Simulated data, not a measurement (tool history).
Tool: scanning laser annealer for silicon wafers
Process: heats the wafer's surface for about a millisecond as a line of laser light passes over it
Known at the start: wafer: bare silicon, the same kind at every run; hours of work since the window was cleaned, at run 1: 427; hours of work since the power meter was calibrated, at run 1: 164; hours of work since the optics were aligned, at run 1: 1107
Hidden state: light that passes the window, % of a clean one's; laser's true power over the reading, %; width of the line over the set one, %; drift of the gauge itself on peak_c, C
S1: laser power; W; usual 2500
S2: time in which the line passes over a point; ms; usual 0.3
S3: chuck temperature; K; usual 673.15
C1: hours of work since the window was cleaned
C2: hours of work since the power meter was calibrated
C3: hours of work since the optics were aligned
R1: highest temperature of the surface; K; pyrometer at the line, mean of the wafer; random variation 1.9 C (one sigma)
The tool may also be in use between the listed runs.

| run | day | S1 | S2 | S3 | C1 | C2 | C3 | R1 |
|---|---|---|---|---|---|---|---|---|
| 1 | 0 | 2500 | 0.3 | 673.15 | 427 | 164 | 1107 | 1363.15 |
| 2 | 0.675 | 2500 | 0.3 | 673.15 | 434 | 171 | 1114 | 1366.15 |
| 3 | 1.162 | 2500 | 0.3 | 673.15 | 439 | 176 | 1119 | 1360.15 |
|  | 1.767 | optics aligned, line set to its width |
| 4 | 1.858 | 2495 | 0.3 | 673.15 | 444 | 181 | 1 | 1373.15 |
| 5 | 2.317 | 2495 | 0.3 | 696.15 | 449 | 186 | 6 | 1396.15 |
| 6 | 2.75 | 2495 | 0.3 | 696.15 | 453 | 190 | 10 | 1394.15 |
| 7 | 3.396 | 2495 | 0.3 | 696.15 | 460 | 197 | 17 | 1397.15 |
| 8 | 3.738 | 2468 | 0.3 | 673.15 | 464 | 200 | 21 | 1363.15 |
| 9 | 4.246 | 2468 | 0.3 | 673.15 | 469 | 206 | 26 | 1363.15 |
| 10 | 5 | 2468 | 0.24 | 673.15 | 477 | 213 | 34 | 1288.15 |
| 11 | 5.746 | 2468 | 0.24 | 673.15 | 484 | 221 | 41 | 1288.15 |
| 12 | 6.208 | 2468 | 0.24 | 673.15 | 489 | 226 | 46 | 1290.15 |
| 13 | 6.85 | 2468 | 0.24 | 673.15 | 496 | 233 | 53 | 1289.15 |
| 14 | 7.638 | 2468 | 0.248 | 673.15 | 504 | 241 | 61 | 1297.15 |
| 15 | 8.408 | 2468 | 0.248 | 673.15 | 512 | 249 | 69 | 1297.15 |
|  | 8.6 | laser's power meter calibrated |
| 16 | 9.067 | 2468 | 0.248 | 673.15 | 518 | 5 | 75 | 1296.15 |
| 17 | 9.517 | 2468 | 0.248 | 673.15 | 522 | 10 | 79 | 1297.15 |
| 18 | 10.054 | 2468 | 0.248 | 673.15 | 528 | 15 | 85 | 1296.15 |
| 19 | 10.671 | 2500 | 0.265 | 673.15 | 534 | 22 | 91 | 1327.15 |
| 20 | 11.262 | 2340 | 0.252 | 674.15 | 540 | 28 | 97 | 1258.15 |
| 21 | 11.842 | 2340 | 0.252 | 674.15 | 547 | 34 | 104 | 1263.15 |

The next listed run, before its measurement:
| 22 | 12.271 | 2340 | 0.252 | 674.15 | 551 | 38 | 108 | ? |

R1: 1260.15 K
Without the tool's hidden state the same run would have given R1 1288.15 K.

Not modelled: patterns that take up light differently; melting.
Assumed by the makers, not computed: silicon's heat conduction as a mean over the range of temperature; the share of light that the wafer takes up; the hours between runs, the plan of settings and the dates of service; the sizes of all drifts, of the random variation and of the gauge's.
